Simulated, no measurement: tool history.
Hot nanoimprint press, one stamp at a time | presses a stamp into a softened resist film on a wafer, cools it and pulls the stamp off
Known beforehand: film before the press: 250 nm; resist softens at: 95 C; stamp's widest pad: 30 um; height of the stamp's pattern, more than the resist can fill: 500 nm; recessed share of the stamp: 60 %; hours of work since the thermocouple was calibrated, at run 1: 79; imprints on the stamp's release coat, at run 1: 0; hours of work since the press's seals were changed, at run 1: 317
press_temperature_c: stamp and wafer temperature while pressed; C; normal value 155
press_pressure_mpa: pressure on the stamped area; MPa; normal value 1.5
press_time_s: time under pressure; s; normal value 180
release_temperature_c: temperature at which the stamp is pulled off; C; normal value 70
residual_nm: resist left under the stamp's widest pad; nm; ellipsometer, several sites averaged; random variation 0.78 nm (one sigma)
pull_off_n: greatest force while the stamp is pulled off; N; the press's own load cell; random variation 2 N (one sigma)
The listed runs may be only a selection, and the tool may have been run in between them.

run,day,press_temperature_c,press_pressure_mpa,press_time_s,release_temperature_c,hours of work since the thermocouple was calibrated,imprints on the stamp's release coat,hours of work since the press's seals were changed,residual_nm,pull_off_n
1,0,155,1.5,180,70,79,0,317,134.4,105
2,2.442,155,1.5,180,70,107,186,346,133.7,108
3,4.392,155,1.5,180,70,130,335,368,134.2,110
4,7.238,155,1.5,180,60,163,552,401,133.2,119
5,8.588,155,1.5,180,60,179,655,417,134,119
6,10.379,155,1.5,180,70,199,791,437,132.9,113
# day 12.754: stamp cleaned and given a new release coat
7,13.408,155,1.5,247,70,231,49,469,118.3,108
8,15.083,155,1.5,180,66,251,177,489,133.8,108
9,16.583,155,1.5,180,66,268,291,506,131.4,111
10,19.362,155,1.5,180,66,300,503,538,131.6,113
# day 20.242: plate thermocouple calibrated
11,20.946,155,1.5,180,66,8,615,555,136.7,118
12,23,155,1.5,180,66,32,771,579,137.1,121
13,25.029,155,1.5,180,64,55,926,602,136,122
# day 25.525: stamp cleaned and given a new release coat
14,27.546,155,1.5,180,64,81,154,628,135.7,112
15,29.217,146,1.5,180,70,101,281,648,175.6,108
16,30.6,154,1.5,177,68,117,387,664,142.3,109
17,32.762,163,1.5,177,68,142,552,689,106.8,113
18,35.379,149,1.5,177,68,172,751,719,161.3,115
19,36.612,150,1.63,91,74,186,845,733,182.7,114
# day 38.267: stamp cleaned and given a new release coat
20,39.588,144,1.84,91,59,218,101,765,199.1,119
21,41.05,144,1.18,91,68,235,213,781,217.9,112
22,43.825,144,1.18,91,68,267,424,813,213.5,111
23,45.771,144,1.18,183,68,289,573,836,192,114
24,47.05,160,1.19,144,77,304,670,851,135.9,105
# day 47.554: plate thermocouple calibrated
25,49.246,162,1.26,144,77,20,828,875,128.4,107
# day 51.071: stamp cleaned and given a new release coat
26,52.088,148,1.25,180,59,49,78,905,176.1,117
27,53.3,160,1.5,326,70,64,170,919,93.4,109
28,56.25,160,1.99,206,70,98,395,953,99.8,110
29,59.208,152,1.99,208,73,132,621,987,127.6,109

Forecast each of these 3 alternatives for the next run:
# day 60.404: press's hydraulic seals changed and the load cell set to zero
A,60.75,155,1.31,128,57,146,713,4,?,?
# day 60.404: press's hydraulic seals changed and the load cell set to zero
B,60.75,155,1.5,93,70,146,713,4,?,?
# day 60.404: press's hydraulic seals changed and the load cell set to zero
C,60.75,149,2.06,160,73,146,713,4,?,?

run,residual_nm,pull_off_n
A,156.6,126
B,162.2,111
C,146,109
With the hidden condition removed and each run's random variation left untouched, the same runs would have given:
run,residual_nm,pull_off_n
A,159.2,118
B,164.7,105
C,148.9,103
